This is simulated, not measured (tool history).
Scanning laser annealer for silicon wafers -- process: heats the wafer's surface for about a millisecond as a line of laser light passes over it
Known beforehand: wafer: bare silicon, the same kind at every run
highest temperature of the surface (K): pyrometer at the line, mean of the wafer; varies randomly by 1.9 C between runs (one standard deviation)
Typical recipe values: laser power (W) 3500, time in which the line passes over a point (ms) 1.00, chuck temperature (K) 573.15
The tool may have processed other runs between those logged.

run	hour	laser power (W)	time in which the line passes over a point (ms)	chuck temperature (K)	highest temperature of the surface (K)
1	0.0	3500	1.00	573.15	1346.15
2	5.0	3500	1.00	573.15	1341.15
3	16.4	3500	1.00	573.15	1341.15
4	24.1	3500	1.00	573.15	1347.15
5	29.0	3510	1.00	573.15	1345.15
6	39.9	3510	1.00	573.15	1343.15
7	44.9	3510	1.00	573.15	1344.15
8	51.0	3595	1.22	573.15	1448.15
9	60.1	3595	1.22	573.15	1449.15
10	69.6	3335	1.00	574.15	1306.15
11	74.7	3448	0.72	537.15	1165.15
12	85.2	3532	0.72	582.15	1227.15
13	92.0	3081	1.02	539.15	1220.15

Each row is a separate what-if for the run after 13, all from the same tool condition, not one after another. Results?
A	103.3	3014	0.76	604.15	?
B	103.3	3155	1.02	611.15	?
C	103.3	3364	1.00	607.15	?
D	103.3	3500	1.00	609.15	?

run	highest temperature of the surface (K)
A	1173.15
B	1308.15
C	1340.15
D	1373.15
The same runs, with their run-to-run variation unchanged, on a tool lacking any hidden condition would have given:
run	highest temperature of the surface (K)
A	1189.15
B	1328.15
C	1361.15
D	1395.15

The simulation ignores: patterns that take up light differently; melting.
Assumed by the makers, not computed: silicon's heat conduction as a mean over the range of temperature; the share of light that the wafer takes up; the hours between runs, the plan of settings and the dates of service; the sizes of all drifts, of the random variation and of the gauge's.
